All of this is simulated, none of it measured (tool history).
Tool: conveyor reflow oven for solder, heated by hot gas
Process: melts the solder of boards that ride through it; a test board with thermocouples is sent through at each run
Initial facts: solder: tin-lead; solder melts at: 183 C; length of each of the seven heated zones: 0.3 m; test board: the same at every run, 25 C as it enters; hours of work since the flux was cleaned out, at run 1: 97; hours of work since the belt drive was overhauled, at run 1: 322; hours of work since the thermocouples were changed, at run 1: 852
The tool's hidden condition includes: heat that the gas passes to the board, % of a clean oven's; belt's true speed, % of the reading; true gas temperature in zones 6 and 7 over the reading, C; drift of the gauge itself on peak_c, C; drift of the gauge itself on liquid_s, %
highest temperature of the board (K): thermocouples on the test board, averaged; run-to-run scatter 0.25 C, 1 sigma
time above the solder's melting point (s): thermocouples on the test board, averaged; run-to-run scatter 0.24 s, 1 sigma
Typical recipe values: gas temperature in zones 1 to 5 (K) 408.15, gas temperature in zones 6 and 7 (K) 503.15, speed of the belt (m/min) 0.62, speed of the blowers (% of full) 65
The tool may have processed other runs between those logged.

run,hour,gas temperature in zones 1 to 5 (K),gas temperature in zones 6 and 7 (K),speed of the belt (m/min),speed of the blowers (% of full),hours of work since the flux was cleaned out,hours of work since the belt drive was overhauled,hours of work since the thermocouples were changed,highest temperature of the board (K),time above the solder's melting point (s)
1,0,408.15,503.15,0.62,65,97,322,852,478.15,32.8
2,42,408.15,503.15,0.62,65,117,342,872,478.25,32.5
3,78.4,408.15,498.15,0.62,65,134,359,889,473.65,28.9
4,140.2,408.15,498.15,0.62,65,164,389,919,473.95,28.7
# hour 188.1: thermocouples of zones 6 and 7 changed
5,206.6,408.15,503.15,0.62,65,194,419,9,479.65,34.3
# hour 224.4: flux residue cleaned out of gas plates and filters
6,240,408.15,503.15,0.62,65,7,433,22,480.75,35.5
7,272.3,408.15,503.15,0.62,65,23,448,38,480.55,35.5
8,312.3,408.15,503.15,0.62,69,42,467,57,482.05,36.9
9,340.7,408.15,503.15,0.62,69,55,481,70,482.35,36.1
10,392.2,408.15,503.15,0.62,78,80,505,95,484.85,39.2
11,422,408.15,503.15,0.62,78,94,519,109,485.15,39.3
12,460.6,408.15,503.15,0.62,78,113,538,127,484.75,38.7
13,522.2,408.15,516.15,0.62,65,142,567,157,490.35,42.1
14,583.4,408.15,516.15,0.62,65,171,596,186,489.85,42.1
15,609.7,408.15,516.15,0.62,65,184,609,199,490.05,41.9
# hour 651.8: flux residue cleaned out of gas plates and filters
16,678.1,412.15,501.15,0.505,51,13,639,229,481.05,45.6
17,738,417.15,503.15,0.62,65,41,668,257,482.65,38.8
18,799.2,417.15,503.15,0.62,65,70,697,286,481.75,39
# hour 844.2: belt drive overhauled, speed set with a stopwatch
19,856.4,417.15,503.15,0.584,65,96,6,312,483.35,42.4
20,919.3,396.15,507.15,0.558,76,126,36,342,487.75,42.7
21,947.3,407.15,507.15,0.726,76,139,49,355,479.85,29
22,997.6,407.15,507.15,0.672,78,163,73,379,483.45,34
23,1050.3,407.15,507.15,0.672,78,188,98,404,483.75,34.1
# hour 1082.5: flux residue cleaned out of gas plates and filters
24,1105.6,419.15,497.15,0.526,53,11,122,428,478.35,42.9
25,1147.5,419.15,497.15,0.526,53,31,142,448,477.85,42.4

5 options for the next run, each taken on its own from the tool as it stands now. Forecast them:
A,1210.1,405.15,497.15,0.548,66,61,172,478,?,?
B,1210.1,397.15,503.15,0.62,65,61,172,478,?,?
C,1210.1,419.15,512.15,0.526,53,61,172,478,?,?
D,1210.1,421.15,493.15,0.62,54,61,172,478,?,?
E,1210.1,406.15,497.15,0.733,87,61,172,478,?,?

run,highest temperature of the board (K),time above the solder's melting point (s)
A,478.25,37.8
B,476.95,28.7
C,490.35,53.1
D,470.65,26.9
E,475.45,25.4
With the hidden condition removed and each run's random variation left untouched, the same runs would have given:
run,highest temperature of the board (K),time above the solder's melting point (s)
A,479.35,38.9
B,478.15,29.8
C,491.35,53.7
D,471.65,28.1
E,476.85,26.5

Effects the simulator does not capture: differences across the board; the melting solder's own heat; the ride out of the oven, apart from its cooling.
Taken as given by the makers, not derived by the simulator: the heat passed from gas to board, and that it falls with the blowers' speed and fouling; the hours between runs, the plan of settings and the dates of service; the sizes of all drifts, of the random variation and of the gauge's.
